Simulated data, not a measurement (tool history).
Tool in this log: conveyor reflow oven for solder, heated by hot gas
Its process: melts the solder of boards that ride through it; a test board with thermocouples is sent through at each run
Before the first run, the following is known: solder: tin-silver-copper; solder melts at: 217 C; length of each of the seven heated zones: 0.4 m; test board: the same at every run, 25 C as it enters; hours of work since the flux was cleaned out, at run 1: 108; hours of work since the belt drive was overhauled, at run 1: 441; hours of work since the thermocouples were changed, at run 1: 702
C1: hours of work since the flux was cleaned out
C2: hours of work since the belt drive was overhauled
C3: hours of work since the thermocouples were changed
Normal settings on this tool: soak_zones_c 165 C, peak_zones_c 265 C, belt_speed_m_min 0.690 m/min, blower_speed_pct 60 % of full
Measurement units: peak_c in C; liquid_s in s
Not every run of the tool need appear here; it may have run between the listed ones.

{"run": 1, "hour": 0.0, "soak_zones_c": 165, "peak_zones_c": 265, "belt_speed_m_min": 0.69, "blower_speed_pct": 60, "C1": 108, "C2": 441, "C3": 702, "peak_c": 245.7, "liquid_s": 44.4}
{"run": 2, "hour": 39.9, "soak_zones_c": 165, "peak_zones_c": 265, "belt_speed_m_min": 0.69, "blower_speed_pct": 60, "C1": 125, "C2": 458, "C3": 719, "peak_c": 246.0, "liquid_s": 44.4}
{"hour": 54.7, "done": "thermocouples of zones 6 and 7 changed"}
{"run": 3, "hour": 72.1, "soak_zones_c": 165, "peak_zones_c": 265, "belt_speed_m_min": 0.69, "blower_speed_pct": 60, "C1": 138, "C2": 471, "C3": 7, "peak_c": 246.4, "liquid_s": 44.8}
{"run": 4, "hour": 97.3, "soak_zones_c": 165, "peak_zones_c": 265, "belt_speed_m_min": 0.551, "blower_speed_pct": 60, "C1": 149, "C2": 482, "C3": 18, "peak_c": 253.1, "liquid_s": 64.6}
{"run": 5, "hour": 134.3, "soak_zones_c": 165, "peak_zones_c": 265, "belt_speed_m_min": 0.551, "blower_speed_pct": 60, "C1": 165, "C2": 498, "C3": 34, "peak_c": 253.1, "liquid_s": 64.5}
{"hour": 166.6, "done": "flux residue cleaned out of gas plates and filters"}
{"run": 6, "hour": 185.3, "soak_zones_c": 165, "peak_zones_c": 265, "belt_speed_m_min": 0.69, "blower_speed_pct": 60, "C1": 8, "C2": 517, "C3": 53, "peak_c": 246.6, "liquid_s": 45.6}
{"run": 7, "hour": 230.3, "soak_zones_c": 156, "peak_zones_c": 270, "belt_speed_m_min": 0.654, "blower_speed_pct": 75, "C1": 27, "C2": 536, "C3": 73, "peak_c": 255.0, "liquid_s": 52.7}
{"run": 8, "hour": 276.9, "soak_zones_c": 156, "peak_zones_c": 270, "belt_speed_m_min": 0.654, "blower_speed_pct": 75, "C1": 47, "C2": 556, "C3": 93, "peak_c": 255.4, "liquid_s": 52.8}
{"run": 9, "hour": 318.6, "soak_zones_c": 153, "peak_zones_c": 255, "belt_speed_m_min": 0.694, "blower_speed_pct": 61, "C1": 65, "C2": 574, "C3": 110, "peak_c": 236.3, "liquid_s": 32.1}
{"run": 10, "hour": 341.8, "soak_zones_c": 166, "peak_zones_c": 272, "belt_speed_m_min": 0.78, "blower_speed_pct": 85, "C1": 75, "C2": 584, "C3": 120, "peak_c": 254.1, "liquid_s": 45.4}
{"run": 11, "hour": 364.2, "soak_zones_c": 165, "peak_zones_c": 269, "belt_speed_m_min": 0.69, "blower_speed_pct": 60, "C1": 84, "C2": 593, "C3": 130, "peak_c": 249.7, "liquid_s": 47.7}

Forecast run 12:
{"run": 12, "hour": 397.1, "soak_zones_c": 165, "peak_zones_c": 265, "belt_speed_m_min": 0.74, "blower_speed_pct": 60, "C1": 98, "C2": 607, "C3": 144, "peak_c": "?", "liquid_s": "?"}

peak_c: 244.2 C
liquid_s: 39.1 s
If the tool had no hidden condition, the same run with the same run-to-run variation would have returned peak_c 244.7 C, liquid_s 39.3 s.
